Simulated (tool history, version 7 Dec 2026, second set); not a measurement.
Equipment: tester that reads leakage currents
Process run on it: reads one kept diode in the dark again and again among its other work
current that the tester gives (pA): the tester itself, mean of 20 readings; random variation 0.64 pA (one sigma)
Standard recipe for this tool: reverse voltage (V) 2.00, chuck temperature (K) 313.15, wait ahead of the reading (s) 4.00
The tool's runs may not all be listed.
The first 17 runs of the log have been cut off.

run    hour  reverse voltage (V)  chuck temperature (K)  wait ahead of the reading (s)  hours of work since the probe card was cleaned  hours of work since the tester was calibrated  hours of work since the chuck was calibrated  current that the tester gives (pA)
 18  2025.3                 2.00                 330.15                           4.00                                             814                                           1164                                           187                              787.70
 19  2137.6                 2.00                 313.15                           4.00                                             859                                           1209                                           232                              249.23
 20  2244.5                 2.00                 317.15                           4.00                                             902                                           1252                                           275                              332.61
 21  2345.0                 6.89                 313.15                           4.00                                             943                                           1292                                           316                              393.07
 22  2423.4                 1.86                 309.15                           8.44                                             974                                           1324                                           347                              185.13
 23  2540.0                13.02                 300.15                           3.54                                            1021                                           1371                                           394                              194.89
 24  2669.6                13.02                 300.15                           3.54                                            1073                                           1423                                           446                              195.76
     2711.7  -- chuck's temperature calibrated, once more
 25  2799.4                 3.38                 320.15                           5.36                                            1125                                           1474                                            35                              427.66
 26  2890.4                 3.38                 295.15                           5.36                                            1161                                           1511                                            72                               66.36
 27  3006.3                 5.19                 313.15                           4.00                                            1208                                           1558                                           119                              310.04
 28  3118.8                 2.47                 308.15                           4.76                                            1253                                           1603                                           164                              164.51
 29  3304.2                 2.47                 308.15                           4.76                                            1328                                           1678                                           238                              165.87
 30  3478.4                 3.37                 309.15                           0.68                                            1398                                           1748                                           308                              203.37
 31  3586.3                 3.37                 309.15                           0.68                                            1441                                           1791                                           352                              204.39
 32  3722.7                 1.31                 294.15                           1.77                                            1496                                           1846                                           407                               46.11
 33  3827.9                 2.00                 316.15                           0.59                                            1539                                           1888                                           449                              283.17
 34  3948.1                 2.00                 316.15                           1.86                                            1587                                           1937                                           497                              283.51
 35  4103.3                 2.00                 316.15                           1.86                                            1649                                           1999                                           560                              287.06
 36  4224.1                 2.00                 316.15                           1.86                                            1698                                           2048                                           608                              287.90
 37  4405.0                10.50                 319.15                           1.71                                            1771                                           2120                                           681                              655.14
     4479.8  -- chuck's temperature calibrated
 38  4495.4                 2.00                 300.15                           5.16                                            1806                                           2156                                             6                               80.97
 39  4573.6                 2.00                 300.15                           5.16                                            1838                                           2187                                            38                               81.40
 40  4679.6                 2.00                 300.15                           5.16                                            1880                                           2230                                            80                               81.91
 41  4826.8                 2.66                 317.15                           0.47                                            1940                                           2289                                           140                              324.78

Branching from run 41: 3 alternative next runs. What would each branch give?
  A  4927.4                 3.69                 323.15                           0.38                                            1980                                           2330                                           180                                   ?
  B  4927.4                 2.00                 322.15                           4.00                                            1980                                           2330                                           180                                   ?
  C  4927.4                13.09                 317.15                           0.41                                            1980                                           2330                                           180                                   ?

run  current that the tester gives (pA)
  A                              556.77
  B                              410.10
  C                              588.36
With no hidden state in the tool, these same runs would have given:
run  current that the tester gives (pA)
  A                              539.85
  B                              398.07
  C                              563.66

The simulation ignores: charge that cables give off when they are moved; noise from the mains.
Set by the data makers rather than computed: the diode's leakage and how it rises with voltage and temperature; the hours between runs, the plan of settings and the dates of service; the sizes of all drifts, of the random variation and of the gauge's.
